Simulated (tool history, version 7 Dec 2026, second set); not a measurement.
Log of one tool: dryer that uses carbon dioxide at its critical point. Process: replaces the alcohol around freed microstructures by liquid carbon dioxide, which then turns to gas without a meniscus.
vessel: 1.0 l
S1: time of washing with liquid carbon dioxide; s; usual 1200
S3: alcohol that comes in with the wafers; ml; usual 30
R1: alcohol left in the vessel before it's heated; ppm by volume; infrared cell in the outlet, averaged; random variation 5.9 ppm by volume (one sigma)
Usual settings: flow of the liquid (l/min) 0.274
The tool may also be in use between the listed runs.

run 1 hour=0.0 | S1=1200 flow_of_the_liquid_(l/min)=0.274 S3=30 | R1=359
run 2 hour=9.7 | S1=1200 flow_of_the_liquid_(l/min)=0.274 S3=22 | R1=291
run 3 hour=18.0 | S1=1200 flow_of_the_liquid_(l/min)=0.274 S3=30 | R1=369
run 4 hour=33.4 | S1=1200 flow_of_the_liquid_(l/min)=0.274 S3=30 | R1=371
run 5 hour=40.5 | S1=1200 flow_of_the_liquid_(l/min)=0.253 S3=30 | R1=511
run 6 hour=49.6 | S1=1200 flow_of_the_liquid_(l/min)=0.253 S3=30 | R1=487
run 7 hour=59.4 | S1=1200 flow_of_the_liquid_(l/min)=0.253 S3=30 | R1=514
run 8 hour=68.4 | S1=780 flow_of_the_liquid_(l/min)=0.274 S3=30 | R1=1597
run 9 hour=78.0 | S1=1200 flow_of_the_liquid_(l/min)=0.274 S3=51 | R1=614
run 10 hour=90.4 | S1=1200 flow_of_the_liquid_(l/min)=0.274 S3=30 | R1=399
run 11 hour=103.4 | S1=1200 flow_of_the_liquid_(l/min)=0.274 S3=30 | R1=412
run 12 hour=119.8 | S1=1200 flow_of_the_liquid_(l/min)=0.274 S3=30 | R1=423
run 13 hour=134.6 | S1=1200 flow_of_the_liquid_(l/min)=0.274 S3=30 | R1=418
run 14 hour=142.8 | S1=1200 flow_of_the_liquid_(l/min)=0.274 S3=30 | R1=417
run 15 hour=150.1 | S1=1200 flow_of_the_liquid_(l/min)=0.274 S3=30 | R1=426
run 16 hour=157.0 | S1=1200 flow_of_the_liquid_(l/min)=0.274 S3=30 | R1=426
run 17 hour=166.5 | S1=1200 flow_of_the_liquid_(l/min)=0.293 S3=30 | R1=345
run 18 hour=178.1 | S1=1200 flow_of_the_liquid_(l/min)=0.293 S3=30 | R1=353
run 19 hour=185.2 | S1=1200 flow_of_the_liquid_(l/min)=0.293 S3=30 | R1=348
run 20 hour=192.4 | S1=1200 flow_of_the_liquid_(l/min)=0.274 S3=30 | R1=438
run 21 hour=208.1 | S1=1200 flow_of_the_liquid_(l/min)=0.274 S3=30 | R1=453
run 22 hour=216.9 | S1=1200 flow_of_the_liquid_(l/min)=0.274 S3=30 | R1=461
run 23 hour=224.0 | S1=1200 flow_of_the_liquid_(l/min)=0.274 S3=30 | R1=460
run 24 hour=233.5 | S1=1200 flow_of_the_liquid_(l/min)=0.350 S3=30 | R1=219
run 25 hour=245.1 | S1=1680 flow_of_the_liquid_(l/min)=0.322 S3=26 | R1=144
-- hour=250.5 inlet filter changed
run 26 hour=259.1 | S1=1680 flow_of_the_liquid_(l/min)=0.436 S3=52 | R1=120
run 27 hour=266.3 | S1=1680 flow_of_the_liquid_(l/min)=0.436 S3=52 | R1=122
run 28 hour=279.6 | S1=1200 flow_of_the_liquid_(l/min)=0.293 S3=30 | R1=279
run 29 hour=286.8 | S1=840 flow_of_the_liquid_(l/min)=0.196 S3=112 | R1=9935
run 30 hour=295.0 | S1=840 flow_of_the_liquid_(l/min)=0.196 S3=112 | R1=9743
run 31 hour=311.5 | S1=720 flow_of_the_liquid_(l/min)=0.314 S3=89 | R1=3103
run 32 hour=320.6 | S1=720 flow_of_the_liquid_(l/min)=0.314 S3=89 | R1=3185
run 33 hour=335.1 | S1=900 flow_of_the_liquid_(l/min)=0.284 S3=58 | R1=1420
run 34 hour=344.9 | S1=900 flow_of_the_liquid_(l/min)=0.440 S3=22 | R1=208
run 35 hour=353.1 | S1=720 flow_of_the_liquid_(l/min)=0.424 S3=106 | R1=1235
run 36 hour=364.5 | S1=1260 flow_of_the_liquid_(l/min)=0.304 S3=106 | R1=504
run 37 hour=372.5 | S1=900 flow_of_the_liquid_(l/min)=0.299 S3=106 | R1=2054
run 38 hour=388.8 | S1=1680 flow_of_the_liquid_(l/min)=0.299 S3=46 | R1=183
run 39 hour=397.3 | S1=1680 flow_of_the_liquid_(l/min)=0.299 S3=46 | R1=185
run 40 hour=410.5 | S1=1680 flow_of_the_liquid_(l/min)=0.299 S3=46 | R1=190
run 41 hour=427.1 | S1=1680 flow_of_the_liquid_(l/min)=0.299 S3=46 | R1=192
run 42 hour=442.0 | S1=1020 flow_of_the_liquid_(l/min)=0.274 S3=30 | R1=666
run 43 hour=452.1 | S1=780 flow_of_the_liquid_(l/min)=0.237 S3=21 | R1=1609
run 44 hour=460.5 | S1=1200 flow_of_the_liquid_(l/min)=0.233 S3=94 | R1=1727
run 45 hour=475.7 | S1=1200 flow_of_the_liquid_(l/min)=0.233 S3=94 | R1=1767
run 46 hour=489.8 | S1=1200 flow_of_the_liquid_(l/min)=0.233 S3=94 | R1=1804

The same runs without the tool's hidden state, with the same run-to-run variation:
The hidden state here: flow that reaches the vessel past the clogged filter, %; alcohol in the recycled carbon dioxide, ppm; drift of the gauge itself on alcohol_ppm, %.
run=1 R1=218
run=2 R1=165
run=3 R1=214
run=4 R1=213
run=5 R1=316
run=6 R1=294
run=7 R1=311
run=8 R1=1176
run=9 R1=361
run=10 R1=214
run=11 R1=220
run=12 R1=222
run=13 R1=215
run=14 R1=213
run=15 R1=212
run=16 R1=207
run=17 R1=153
run=18 R1=154
run=19 R1=152
run=20 R1=209
run=21 R1=213
run=22 R1=214
run=23 R1=214
run=24 R1=58
run=25 R1=16
run=26 R1=3
run=27 R1=0
run=28 R1=152
run=29 R1=9672
run=30 R1=9454
run=31 R1=2878
run=32 R1=2939
run=33 R1=1221
run=34 R1=63
run=35 R1=1017
run=36 R1=325
run=37 R1=1771
run=38 R1=29
run=39 R1=27
run=40 R1=27
run=41 R1=29
run=42 R1=444
run=43 R1=1322
run=44 R1=1367
run=45 R1=1384
run=46 R1=1398
